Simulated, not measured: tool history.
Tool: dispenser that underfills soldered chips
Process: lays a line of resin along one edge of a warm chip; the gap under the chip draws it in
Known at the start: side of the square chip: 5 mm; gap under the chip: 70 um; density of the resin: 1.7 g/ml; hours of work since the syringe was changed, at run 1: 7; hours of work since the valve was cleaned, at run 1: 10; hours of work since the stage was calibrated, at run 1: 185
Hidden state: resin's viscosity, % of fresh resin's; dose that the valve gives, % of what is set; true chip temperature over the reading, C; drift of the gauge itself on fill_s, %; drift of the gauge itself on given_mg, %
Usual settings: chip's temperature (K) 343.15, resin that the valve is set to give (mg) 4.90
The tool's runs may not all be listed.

run,hour,chip's temperature (K),resin that the valve is set to give (mg),hours of work since the syringe was changed,hours of work since the valve was cleaned,hours of work since the stage was calibrated,time until the resin shows at the far edge (s),resin that the valve gave (mg)
1,0.0,343.15,4.90,7,10,185,28.3,4.89
2,5.1,343.15,4.90,10,13,189,33.6,4.85
# hour 6.4: new syringe of resin
3,10.0,343.15,4.90,2,16,191,21.8,4.87
4,15.6,343.15,4.90,6,19,195,26.6,4.83
5,21.1,343.15,4.90,9,23,198,31.2,4.89
# hour 23.9: new syringe of resin
6,25.4,343.15,4.55,1,25,201,21.3,4.57
7,32.4,343.15,5.73,5,30,206,25.7,5.68
8,38.3,351.15,5.73,9,34,209,24.5,5.66
# hour 41.3: new syringe of resin
9,46.5,351.15,5.73,3,39,214,17.9,5.65
10,51.8,343.15,5.69,7,42,218,26.5,5.58
# hour 58.3: new syringe of resin
11,60.3,343.15,4.54,1,47,223,21.4,4.43
12,69.2,343.15,4.90,7,53,229,28.2,4.78
# hour 75.5: new syringe of resin
13,77.6,343.15,4.90,1,58,234,21.0,4.82
14,84.4,343.15,5.68,6,62,238,25.4,5.52
15,90.8,343.15,5.68,10,66,242,31.6,5.57
# hour 92.9: new syringe of resin
16,95.5,343.15,5.68,2,69,245,21.4,5.53
17,103.2,343.15,4.90,7,74,250,26.9,4.75
18,108.2,343.15,5.25,10,77,253,32.3,5.08
# hour 110.4: new syringe of resin
19,114.5,339.15,6.25,3,81,257,24.4,5.97
20,121.6,339.15,6.25,7,86,261,31.7,6.04
# hour 127.5: new syringe of resin
21,128.4,338.15,4.77,1,90,265,24.2,4.63
22,134.0,350.15,4.87,4,93,269,19.8,4.66
23,141.4,350.15,4.87,9,98,274,25.0,4.64
# hour 145.1: new syringe of resin
# hour 149.8: dispensing valve cleaned and set on the balance
24,151.2,350.15,4.87,3,1,279,18.5,4.88
25,158.4,345.15,6.06,8,6,284,26.5,6.05
26,162.4,343.15,4.95,10,8,286,32.6,4.96
# hour 163.9: new syringe of resin
27,170.2,352.15,5.16,4,13,291,18.1,5.16
28,179.3,332.15,4.90,10,19,297,43.4,4.91
# hour 181.2: new syringe of resin
29,184.8,354.15,4.23,2,22,300,17.0,4.23
30,190.0,354.15,4.23,6,25,303,19.5,4.19
31,196.1,331.15,5.58,10,29,307,46.5,5.51
# hour 198.5: new syringe of resin
32,201.7,338.15,5.28,2,32,311,25.1,5.19
33,206.3,338.15,5.28,5,35,314,29.0,5.23
34,211.6,338.15,5.28,8,39,317,34.8,5.26
# hour 216.1: new syringe of resin
35,216.2,329.15,5.43,0,42,320,30.4,5.37
36,219.9,343.15,5.17,2,44,322,21.3,5.07

Forecast each of these 4 alternatives for the next run:
A,224.3,350.15,5.92,5,47,325,?,?
B,224.3,345.15,6.05,5,47,325,?,?
C,224.3,334.15,5.17,5,47,325,?,?
D,224.3,339.15,5.52,5,47,325,?,?

run,time until the resin shows at the far edge (s),resin that the valve gave (mg)
A,20.4,5.83
B,22.6,5.96
C,32.5,5.10
D,27.7,5.45
Without the tool's hidden state the same runs would have given:
run,time until the resin shows at the far edge (s),resin that the valve gave (mg)
A,16.6,5.93
B,18.2,6.07
C,26.3,5.19
D,22.3,5.55
